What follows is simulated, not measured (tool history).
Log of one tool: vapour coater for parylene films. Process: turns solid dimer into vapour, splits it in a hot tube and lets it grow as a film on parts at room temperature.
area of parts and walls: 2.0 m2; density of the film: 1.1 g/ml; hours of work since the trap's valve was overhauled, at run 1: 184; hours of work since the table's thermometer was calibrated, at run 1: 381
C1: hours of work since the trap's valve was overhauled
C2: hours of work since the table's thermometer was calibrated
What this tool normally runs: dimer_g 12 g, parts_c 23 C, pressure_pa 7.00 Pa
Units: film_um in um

Run 1, hour 0.0: usual settings; C1 184; C2 381. Result: film_um 3.43 um.
Run 2, hour 11.3: usual settings; C1 192; C2 390. Result: film_um 3.45 um.
Run 3, hour 25.8: usual settings; C1 203; C2 401. Result: film_um 3.45 um.
Run 4, hour 39.2: usual settings but dimer_g 16 g; C1 213; C2 411. Result: film_um 4.67 um.
Run 5, hour 52.8: usual settings; C1 224; C2 421. Result: film_um 3.49 um.
Run 6, hour 63.7: usual settings but dimer_g 10 g; C1 232; C2 429. Result: film_um 2.89 um.
Run 7, hour 73.9: usual settings but parts_c 33 C; C1 239; C2 437. Result: film_um 2.11 um.
Run 8, hour 89.3: usual settings; C1 251; C2 448. Result: film_um 3.42 um.
Run 9, hour 100.8: usual settings; C1 259; C2 457. Result: film_um 3.46 um.
Run 10, hour 109.5: usual settings; C1 266; C2 463. Result: film_um 3.45 um.
Run 11, hour 120.7: usual settings but pressure_pa 2.14 Pa; C1 274; C2 472. Result: film_um 4.23 um.
Run 12, hour 135.6: usual settings but pressure_pa 2.14 Pa; C1 285; C2 483. Result: film_um 4.16 um.
At hour 147.1: trap's valve overhauled.
Run 13, hour 155.3: usual settings but pressure_pa 2.14 Pa; C1 6; C2 494. Result: film_um 4.23 um.
Run 14, hour 172.2: usual settings but pressure_pa 2.14 Pa; C1 19; C2 507. Result: film_um 4.21 um.
Run 15, hour 180.3: usual settings but pressure_pa 2.14 Pa; C1 25; C2 513. Result: film_um 4.22 um.
Run 16, hour 193.2: usual settings; C1 34; C2 523. Result: film_um 3.52 um.
Run 17, hour 204.3: usual settings; C1 43; C2 531. Result: film_um 3.41 um.
Run 18, hour 220.7: usual settings; C1 55; C2 543. Result: film_um 3.44 um.
Run 19, hour 235.6: usual settings; C1 66; C2 554. Result: film_um 3.48 um.
Run 20, hour 249.0: usual settings but parts_c 29 C; C1 76; C2 565. Result: film_um 2.60 um.
Run 21, hour 261.5: usual settings but parts_c 22 C; C1 86; C2 574. Result: film_um 3.61 um.
Run 22, hour 272.7: usual settings but parts_c 22 C; C1 94; C2 582. Result: film_um 3.65 um.
Run 23, hour 284.7: usual settings but parts_c 20 C; C1 103; C2 591. Result: film_um 3.96 um.
Run 24, hour 293.3: usual settings but parts_c 20 C; C1 109; C2 598. Result: film_um 4.04 um.
Run 25, hour 308.4: usual settings but parts_c 20 C; C1 121; C2 609. Result: film_um 4.00 um.
Run 26, hour 317.7: usual settings but parts_c 20 C; C1 128; C2 616. Result: film_um 3.95 um.
Run 27, hour 332.7: usual settings but parts_c 20 C; C1 139; C2 627. Result: film_um 3.96 um.
Run 28, hour 339.7: usual settings but parts_c 20 C; C1 144; C2 632. Result: film_um 4.04 um.
Run 29, hour 354.4: usual settings but dimer_g 19 g, parts_c 24 C, pressure_pa 3.60 Pa; C1 155; C2 643. Result: film_um 5.81 um.
Run 30, hour 364.8: usual settings but dimer_g 6 g, parts_c 17 C; C1 163; C2 651. Result: film_um 2.32 um.
Run 31, hour 374.5: usual settings but dimer_g 6 g, parts_c 17 C; C1 170; C2 658. Result: film_um 2.30 um.
Run 32, hour 390.2: usual settings but dimer_g 6 g, parts_c 17 C; C1 182; C2 670. Result: film_um 2.23 um.
Run 33, hour 405.9: usual settings but dimer_g 6 g, parts_c 17 C; C1 193; C2 682. Result: film_um 2.29 um.
Run 34, hour 417.4: usual settings but dimer_g 8 g, parts_c 17 C, pressure_pa 3.06 Pa; C1 202; C2 690. Result: film_um 3.50 um.
Run 35, hour 424.3: usual settings but parts_c 21 C, pressure_pa 5.19 Pa; C1 207; C2 696. Result: film_um 4.01 um.
Run 36, hour 437.2: usual settings but dimer_g 19 g, pressure_pa 4.17 Pa; C1 217; C2 705. Result: film_um 5.89 um.
Run 37, hour 450.3: usual settings but dimer_g 16 g, parts_c 22 C, pressure_pa 3.53 Pa; C1 227; C2 715. Result: film_um 5.43 um.
Run 38, hour 466.3: usual settings but dimer_g 5 g, parts_c 34 C, pressure_pa 2.44 Pa; C1 239; C2 727. Result: film_um 1.02 um.
Run 39, hour 476.7: usual settings but dimer_g 21 g, pressure_pa 2.01 Pa; C1 246; C2 735. Result: film_um 7.41 um.

Entry by entry between the runs, the difference in hidden state between the last listed run before and the first listed run after:
From run 12 to run 13: trap's valve overhauled (hour 147.1)
  vapour lost through the trap's worn valve, %: 0.5 -> 0
  measured value less the no-hidden-state value, film_um: -0.02 -> -0.01 um
